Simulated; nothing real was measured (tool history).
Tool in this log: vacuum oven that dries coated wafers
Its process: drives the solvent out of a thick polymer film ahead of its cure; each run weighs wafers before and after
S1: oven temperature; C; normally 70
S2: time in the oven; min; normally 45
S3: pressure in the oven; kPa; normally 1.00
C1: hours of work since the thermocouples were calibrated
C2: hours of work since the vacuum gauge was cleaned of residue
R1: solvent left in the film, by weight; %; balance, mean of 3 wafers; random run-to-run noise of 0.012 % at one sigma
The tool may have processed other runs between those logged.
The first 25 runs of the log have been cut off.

run	hour	S1	S2	S3	C1	C2	R1
26	1268.3	70	52	0.65	550	1432	0.69
27	1327.4	80	68	1.00	576	1458	0.30
28	1362.7	66	42	0.76	592	1474	2.20
29	1427.1	66	42	0.76	621	1503	2.23
30	1474.7	63	36	2.76	643	1525	5.26
31	1508.3	62	42	0.86	658	1540	3.88
32	1577.0	78	47	1.10	689	1571	0.39
33	1607.1	78	47	1.10	702	1584	0.38
34	1661.3	78	47	1.54	727	1609	0.53
35	1729.5	59	46	1.13	757	1639	5.03
36	1787.8	63	46	1.15	784	1666	3.16
37	1850.0	63	25	3.88	811	1694	7.89
38	1910.5	70	45	1.09	839	1721	1.12
39	1946.1	70	45	1.09	855	1737	1.12
40	1977.0	56	45	0.53	869	1751	6.44
41	2014.0	56	45	0.53	885	1767	6.41
42	2047.0	56	45	0.53	900	1782	6.43
43	2095.3	56	45	0.53	922	1804	6.42
44	2137.3	80	48	2.52	941	1823	0.77
# hour 2190.0: oven's thermocouples calibrated
45	2196.3	64	57	1.00	3	1849	1.83
46	2247.0	70	47	3.36	26	1871	2.03
47	2313.5	70	24	1.00	56	1901	3.46

Branching from run 47: 4 alternative next runs. What would each branch give?
A	2358.7	70	48	3.19	76	1922	?
B	2358.7	56	72	2.98	76	1922	?
C	2358.7	74	51	0.54	76	1922	?
D	2358.7	79	30	2.90	76	1922	?

run	R1
A	1.91
B	5.32
C	0.29
D	1.11
With no hidden state in the tool, these same runs would have given:
run	R1
A	1.90
B	5.30
C	0.28
D	1.10
